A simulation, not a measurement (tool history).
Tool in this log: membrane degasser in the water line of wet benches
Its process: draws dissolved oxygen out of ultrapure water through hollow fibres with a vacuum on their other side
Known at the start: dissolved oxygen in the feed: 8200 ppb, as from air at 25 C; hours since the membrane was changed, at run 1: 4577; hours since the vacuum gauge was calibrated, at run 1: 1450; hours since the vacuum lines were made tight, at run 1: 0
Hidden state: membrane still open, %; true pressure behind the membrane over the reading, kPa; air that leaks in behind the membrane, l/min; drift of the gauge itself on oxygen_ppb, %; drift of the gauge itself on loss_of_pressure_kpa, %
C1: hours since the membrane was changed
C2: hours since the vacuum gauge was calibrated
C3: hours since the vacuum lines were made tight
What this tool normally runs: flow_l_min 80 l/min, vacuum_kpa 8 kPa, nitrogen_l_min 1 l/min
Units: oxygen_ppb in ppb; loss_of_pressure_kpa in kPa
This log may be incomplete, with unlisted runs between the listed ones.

Run 1, hour 0: usual settings; C1 4577; C2 1450; C3 0. Result: oxygen_ppb 716.6 ppb, loss_of_pressure_kpa 32.7 kPa.
Run 2, hour 269.4: usual settings; C1 4846; C2 1720; C3 269. Result: oxygen_ppb 717.6 ppb, loss_of_pressure_kpa 32.69 kPa.
Run 3, hour 397.6: usual settings; C1 4975; C2 1848; C3 398. Result: oxygen_ppb 721 ppb, loss_of_pressure_kpa 32.83 kPa.
Run 4, hour 645.8: usual settings but vacuum_kpa 5.59 kPa; C1 5223; C2 2096; C3 646. Result: oxygen_ppb 434.2 ppb, loss_of_pressure_kpa 32.97 kPa.
Run 5, hour 890.4: usual settings; C1 5467; C2 2341; C3 890. Result: oxygen_ppb 728.4 ppb, loss_of_pressure_kpa 32.83 kPa.
Run 6, hour 1016: usual settings; C1 5593; C2 2466; C3 1016. Result: oxygen_ppb 726.9 ppb, loss_of_pressure_kpa 32.85 kPa.
Run 7, hour 1277.5: usual settings; C1 5855; C2 2728; C3 1277. Result: oxygen_ppb 729.7 ppb, loss_of_pressure_kpa 32.93 kPa.
Run 8, hour 1535.8: usual settings; C1 6113; C2 2986; C3 1536. Result: oxygen_ppb 730.5 ppb, loss_of_pressure_kpa 32.94 kPa.
Run 9, hour 1693.2: usual settings but flow_l_min 75 l/min; C1 6270; C2 3144; C3 1693. Result: oxygen_ppb 686.3 ppb, loss_of_pressure_kpa 30.81 kPa.
At hour 1715.2: vacuum gauge calibrated.
Run 10, hour 1843.6: usual settings; C1 6420; C2 128; C3 1843. Result: oxygen_ppb 737.7 ppb, loss_of_pressure_kpa 32.94 kPa.
Run 11, hour 2006.2: usual settings; C1 6583; C2 291; C3 2006. Result: oxygen_ppb 732.7 ppb, loss_of_pressure_kpa 32.89 kPa.
Run 12, hour 2204.8: usual settings but vacuum_kpa 8.78 kPa; C1 6781; C2 490; C3 2204. Result: oxygen_ppb 826.8 ppb, loss_of_pressure_kpa 33.05 kPa.
Run 13, hour 2366.2: usual settings but flow_l_min 83 l/min; C1 6943; C2 651; C3 2366. Result: oxygen_ppb 762.9 ppb, loss_of_pressure_kpa 34.16 kPa.
Run 14, hour 2539: usual settings; C1 7116; C2 824; C3 2539. Result: oxygen_ppb 739.2 ppb, loss_of_pressure_kpa 32.93 kPa.
Run 15, hour 2659.8: usual settings but nitrogen_l_min 2.17 l/min; C1 7236; C2 945; C3 2659. Result: oxygen_ppb 472.7 ppb, loss_of_pressure_kpa 33.05 kPa.
Run 16, hour 2854: usual settings but nitrogen_l_min 2.17 l/min; C1 7431; C2 1139; C3 2853. Result: oxygen_ppb 476.1 ppb, loss_of_pressure_kpa 33.16 kPa.
Run 17, hour 3004.7: usual settings but flow_l_min 63 l/min, vacuum_kpa 5.85 kPa, nitrogen_l_min 2.21 l/min; C1 7581; C2 1290; C3 3004. Result: oxygen_ppb 225.7 ppb, loss_of_pressure_kpa 26.23 kPa.
Run 18, hour 3155.8: usual settings but flow_l_min 63 l/min, vacuum_kpa 5.85 kPa, nitrogen_l_min 2.21 l/min; C1 7732; C2 1441; C3 3155. Result: oxygen_ppb 227.7 ppb, loss_of_pressure_kpa 26.01 kPa.
At hour 3266: vacuum gauge calibrated, once more.
Run 19, hour 3344.2: usual settings but vacuum_kpa 13.98 kPa; C1 7920; C2 78; C3 3343. Result: oxygen_ppb 1369.3 ppb, loss_of_pressure_kpa 33.12 kPa.
Run 20, hour 3618.9: usual settings but flow_l_min 62 l/min, nitrogen_l_min 0.73 l/min; C1 8195; C2 353; C3 3618. Result: oxygen_ppb 684 ppb, loss_of_pressure_kpa 25.71 kPa.
Run 21, hour 3838.7: usual settings but flow_l_min 56 l/min, vacuum_kpa 9.2 kPa, nitrogen_l_min 0.73 l/min; C1 8415; C2 573; C3 3838. Result: oxygen_ppb 766.1 ppb, loss_of_pressure_kpa 23.12 kPa.
Run 22, hour 4029.5: usual settings but flow_l_min 94 l/min, vacuum_kpa 6.39 kPa, nitrogen_l_min 0.59 l/min; C1 8606; C2 763; C3 4028. Result: oxygen_ppb 784.4 ppb, loss_of_pressure_kpa 38.89 kPa.
Run 23, hour 4286.7: usual settings but flow_l_min 94 l/min, vacuum_kpa 6.39 kPa, nitrogen_l_min 0.59 l/min; C1 8863; C2 1021; C3 4286. Result: oxygen_ppb 785.2 ppb, loss_of_pressure_kpa 39.08 kPa.
Run 24, hour 4546.9: usual settings but vacuum_kpa 9.8 kPa, nitrogen_l_min 2.76 l/min; C1 9123; C2 1281; C3 4546. Result: oxygen_ppb 505.3 ppb, loss_of_pressure_kpa 33.23 kPa.
Run 25, hour 4829.4: usual settings but vacuum_kpa 9.8 kPa, nitrogen_l_min 2.76 l/min; C1 9405; C2 1563; C3 4828. Result: oxygen_ppb 509 ppb, loss_of_pressure_kpa 33.08 kPa.
Run 26, hour 5027.7: usual settings but vacuum_kpa 9.8 kPa, nitrogen_l_min 2.76 l/min; C1 9604; C2 1762; C3 5027. Result: oxygen_ppb 507.2 ppb, loss_of_pressure_kpa 33.2 kPa.
Run 27, hour 5226.1: usual settings but flow_l_min 118 l/min, vacuum_kpa 17.58 kPa, nitrogen_l_min 2.45 l/min; C1 9802; C2 1960; C3 5225. Result: oxygen_ppb 1436.2 ppb, loss_of_pressure_kpa 49.14 kPa.
Run 28, hour 5443.5: usual settings but flow_l_min 112 l/min, vacuum_kpa 6.64 kPa, nitrogen_l_min 0.58 l/min; C1 10020; C2 2177; C3 5442. Result: oxygen_ppb 999.3 ppb, loss_of_pressure_kpa 46.68 kPa.
Run 29, hour 5619.4: usual settings but flow_l_min 49 l/min, vacuum_kpa 18.97 kPa, nitrogen_l_min 0.43 l/min; C1 10195; C2 2353; C3 5618. Result: oxygen_ppb 2180.1 ppb, loss_of_pressure_kpa 20.28 kPa.
Run 30, hour 5864: usual settings but flow_l_min 57 l/min, vacuum_kpa 8.96 kPa, nitrogen_l_min 1.47 l/min; C1 10440; C2 2598; C3 5863. Result: oxygen_ppb 479.1 ppb, loss_of_pressure_kpa 23.81 kPa.
Run 31, hour 5982.9: usual settings but flow_l_min 58 l/min, vacuum_kpa 8.96 kPa, nitrogen_l_min 1.17 l/min; C1 10559; C2 2717; C3 5982. Result: oxygen_ppb 570.4 ppb, loss_of_pressure_kpa 24.1 kPa.

How the hidden state differs across the entries between the runs, from the last listed run before each to the first after it:
Logged between run 9 and run 10: vacuum gauge calibrated (hour 1715.2)
  membrane still open, %: 98.3 -> 98.2; true pressure behind the membrane over the reading, kPa: 0.17 -> 0.2; air that leaks in behind the membrane, l/min: 0.0062 -> 0.0066
  measured value less the no-hidden-state value, oxygen_ppb: +25 -> +30.7 ppb; loss_of_pressure_kpa: +0.53 -> +0.58 kPa
Logged between run 18 and run 19: vacuum gauge calibrated, once more (hour 3266)
  membrane still open, %: 97.9 -> 97.8; true pressure behind the membrane over the reading, kPa: 0.28 -> 0.02; air that leaks in behind the membrane, l/min: 0.0101 -> 0.0106
  measured value less the no-hidden-state value, oxygen_ppb: +21.7 -> +7.7 ppb; loss_of_pressure_kpa: +0.55 -> +0.72 kPa
